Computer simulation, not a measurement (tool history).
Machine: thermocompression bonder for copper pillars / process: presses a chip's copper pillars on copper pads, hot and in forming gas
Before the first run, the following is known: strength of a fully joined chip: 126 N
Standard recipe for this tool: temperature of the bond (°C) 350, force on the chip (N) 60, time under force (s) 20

run	hour	temperature of the bond (°C)	force on the chip (N)	time under force (s)	force that shears a chip off (N)
1	0.0	350	60	20	58.5
2	51.3	350	60	20	57.9
3	75.8	350	60	20	57.1
# hour 83.1: forming gas filter changed
4	111.2	350	60	20	60.8
5	160.9	350	60	20	59.9
6	208.2	350	60	20	58.9
# hour 235.6: forming gas filter changed
7	249.2	350	60	51	80.7
8	301.1	350	61	20	60.9
9	341.6	368	60	20	67.4
# hour 387.2: forming gas filter changed
10	392.1	350	60	20	61.5
# hour 414.9: heater calibrated with a thermocouple chip
11	424.7	350	60	20	65.0
12	449.0	350	60	20	65.5
13	498.0	350	60	20	63.1
14	524.3	379	60	20	76.2
# hour 542.6: forming gas filter changed
15	568.9	350	60	20	65.0
# hour 590.8: heater calibrated with a thermocouple chip, once more
16	612.7	350	60	20	54.3
17	638.8	350	60	20	53.8
18	662.5	350	60	20	53.9
# hour 698.0: forming gas filter changed
19	707.9	350	60	14	48.8
20	738.9	350	60	13	46.4
21	781.6	350	79	13	54.8
22	806.5	350	79	13	54.2
# hour 851.6: forming gas filter changed
23	851.6	350	79	13	56.2
24	876.6	326	79	13	43.3
25	912.5	349	40	25	46.6
26	954.4	350	74	16	56.7
27	992.1	350	74	16	55.1
# hour 1004.6: forming gas filter changed
28	1036.2	350	74	16	59.1
29	1083.0	350	74	16	56.9
30	1115.2	350	74	16	57.9
31	1143.0	363	74	50	87.4
# hour 1159.6: forming gas filter changed
# hour 1168.6: force cell calibrated
32	1178.4	350	74	31	71.5
33	1228.6	350	74	31	70.4
34	1256.2	357	89	31	78.7
35	1296.0	350	88	35	77.2
# hour 1315.0: forming gas filter changed
36	1338.9	350	88	38	82.4
37	1394.0	355	76	45	81.6
38	1430.9	367	85	48	90.9

What would each run have given without the hidden state, its run-to-run variation left as it was?
What the log doesn't record here: true temperature of the bond over the reading, C; force that reaches the chip, % of what is set; oxide that the forming gas leaves, % of the face; drift of the gauge itself on shear_n, %.
run	force that shears a chip off (N)
1	53.6
2	54.1
3	53.9
4	54.2
5	54.2
6	54.3
7	72.6
8	54.5
9	62.2
10	53.3
11	53.9
12	54.8
13	53.8
14	68.2
15	53.3
16	53.9
17	53.9
18	54.5
19	46.9
20	45.0
21	54.0
22	54.0
23	53.4
24	41.3
25	45.2
26	56.0
27	55.2
28	56.4
29	55.2
30	56.9
31	88.6
32	70.6
33	70.6
34	79.9
35	79.4
36	81.2
37	82.2
38	93.5
